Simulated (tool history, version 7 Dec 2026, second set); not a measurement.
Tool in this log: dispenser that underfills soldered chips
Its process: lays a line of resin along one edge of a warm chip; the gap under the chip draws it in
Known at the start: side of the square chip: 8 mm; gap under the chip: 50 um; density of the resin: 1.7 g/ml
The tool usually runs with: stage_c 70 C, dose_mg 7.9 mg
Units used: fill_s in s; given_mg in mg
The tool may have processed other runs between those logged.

run	hour	stage_c	dose_mg	fill_s	given_mg
1	0	70	7.9	86.3	7.79
2	7	70	7.9	118	7.77
3	12	65	7.9	186.7	7.76
# hour 13.3: new syringe of resin
4	16.9	65	7.9	105.9	7.81
5	22.3	70	7.9	107.2	7.74
6	27.6	70	7.44	138.4	7.28
# hour 30.5: new syringe of resin
7	32.1	70	7.44	76.6	7.24
8	39.3	75	7.9	85.4	7.7
9	44.8	75	7.9	108.8	7.66
# hour 47.7: new syringe of resin
10	52	75	7.9	67.7	7.61
11	55.7	58	7.61	178.6	7.36
12	62.2	58	7.61	242.6	7.35
# hour 64.9: new syringe of resin
13	70.1	70	7.9	91.8	7.61
14	75.9	58	8.02	204.9	7.69
# hour 82: new syringe of resin
15	82.4	67	7.96	82.1	7.63

Forecast run 16:
16	86.4	67	7.96	?	?

{"run 16": {"fill_s": 97.6, "given_mg": 7.6}}
With no hidden state in the tool, this same run would have given fill_s 82.2 s, given_mg 7.95 mg.

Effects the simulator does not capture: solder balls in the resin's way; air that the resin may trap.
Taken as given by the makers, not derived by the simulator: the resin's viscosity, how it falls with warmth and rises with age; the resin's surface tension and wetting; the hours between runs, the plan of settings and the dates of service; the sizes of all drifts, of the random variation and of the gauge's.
